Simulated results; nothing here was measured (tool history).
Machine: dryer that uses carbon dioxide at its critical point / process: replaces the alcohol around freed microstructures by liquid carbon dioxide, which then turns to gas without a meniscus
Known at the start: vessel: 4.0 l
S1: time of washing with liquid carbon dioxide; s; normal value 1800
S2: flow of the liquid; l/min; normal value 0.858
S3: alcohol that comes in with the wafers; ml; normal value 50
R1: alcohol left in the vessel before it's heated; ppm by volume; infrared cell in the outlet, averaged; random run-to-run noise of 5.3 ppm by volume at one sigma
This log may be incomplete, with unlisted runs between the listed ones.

run,hour,S1,S2,S3,R1
1,0,1800,0.858,50,140
2,7.5,1800,0.858,64,173
3,16.4,1800,0.858,64,172
4,24.3,1800,0.858,64,175
5,28.9,1800,0.858,50,141
6,34.9,1800,0.858,50,146
7,43.9,2580,0.858,50,45
8,50,2580,0.858,50,39
9,54.6,2580,1.108,50,19
10,62.8,1800,0.858,50,154
11,68.7,1800,0.858,61,177
12,73,1800,0.858,26,94
13,79.8,1800,0.858,89,263
14,89.6,1800,0.858,108,310
15,95.8,1800,0.858,50,157
16,102.3,1140,0.627,50,1539
17,106.6,1140,0.627,50,1630
18,114.4,1080,1.041,36,344
19,120.5,2100,1.004,28,33
20,127.9,2100,1.004,28,41
21,132.8,1200,0.746,40,769
22,139.3,1500,0.692,91,1156
23,144.5,1500,0.692,91,1166
24,151,1260,0.692,24,510
25,159.8,1260,0.541,62,2223
26,169.1,1260,0.541,62,2203
27,174.4,1200,0.858,25,351
28,181,1860,1.254,39,41
29,188.2,1860,1.254,39,50

Same runs, no hidden state in the tool, same run-to-run variation:
Hidden conditions of the tool in this case: flow that reaches the vessel past the clogged filter, %; alcohol in the recycled carbon dioxide, ppm; drift of the gauge itself on alcohol_ppm, %.
run,R1
1,122
2,153
3,150
4,151
5,117
6,122
7,26
8,19
9,1
10,124
11,144
12,68
13,217
14,254
15,120
16,1422
17,1502
18,287
19,9
20,17
21,671
22,997
23,1002
24,434
25,2001
26,1973
27,282
28,14
29,22

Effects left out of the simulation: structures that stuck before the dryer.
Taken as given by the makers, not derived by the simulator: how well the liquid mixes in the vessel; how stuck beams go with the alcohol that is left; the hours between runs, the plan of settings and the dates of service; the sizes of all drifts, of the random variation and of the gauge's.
